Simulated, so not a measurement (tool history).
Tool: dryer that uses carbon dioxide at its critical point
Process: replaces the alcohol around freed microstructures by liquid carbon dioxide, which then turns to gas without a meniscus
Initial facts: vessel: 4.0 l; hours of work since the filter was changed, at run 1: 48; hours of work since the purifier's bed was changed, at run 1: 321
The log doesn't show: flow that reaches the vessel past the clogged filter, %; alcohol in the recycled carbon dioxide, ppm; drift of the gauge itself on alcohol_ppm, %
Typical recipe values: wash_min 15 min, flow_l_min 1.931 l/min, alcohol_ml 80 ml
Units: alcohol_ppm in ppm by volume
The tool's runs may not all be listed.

| run | hour | wash_min | flow_l_min | alcohol_ml | hours of work since the filter was changed | hours of work since the purifier's bed was changed | alcohol_ppm |
|---|---|---|---|---|---|---|---|
| 1 | 0 | 15 | 1.931 | 80 | 48 | 321 | 52 |
| 2 | 15.6 | 15 | 1.931 | 80 | 56 | 329 | 61 |
| 3 | 29.5 | 15 | 1.931 | 80 | 63 | 335 | 59 |
| 4 | 41 | 15 | 1.931 | 80 | 68 | 341 | 61 |
| 5 | 62.6 | 18 | 1.931 | 80 | 79 | 351 | 45 |
| 6 | 73.9 | 18 | 1.931 | 80 | 84 | 357 | 37 |
| 7 | 94.5 | 18 | 1.931 | 80 | 94 | 367 | 45 |
| 8 | 114 | 19 | 2.87 | 37 | 103 | 376 | 34 |
| 9 | 129.6 | 18 | 1.23 | 96 | 111 | 384 | 180 |
| 10 | 153.3 | 11 | 3.07 | 66 | 122 | 395 | 38 |
| 11 | 164.2 | 11 | 3.07 | 66 | 128 | 400 | 45 |
| 12 | 187.6 | 15 | 2.5 | 77 | 139 | 412 | 28 |
| 13 | 202.1 | 15 | 2.5 | 77 | 146 | 419 | 43 |

Measured minus without-hidden-state, run by run (identical run-to-run variation in each term; gauge scatter may differ):
| run | alcohol_ppm |
|---|---|
| 1 | +29 |
| 2 | +29 |
| 3 | +30 |
| 4 | +31 |
| 5 | +30 |
| 6 | +30 |
| 7 | +31 |
| 8 | +31 |
| 9 | +52 |
| 10 | +33 |
| 11 | +34 |
| 12 | +28 |
| 13 | +35 |
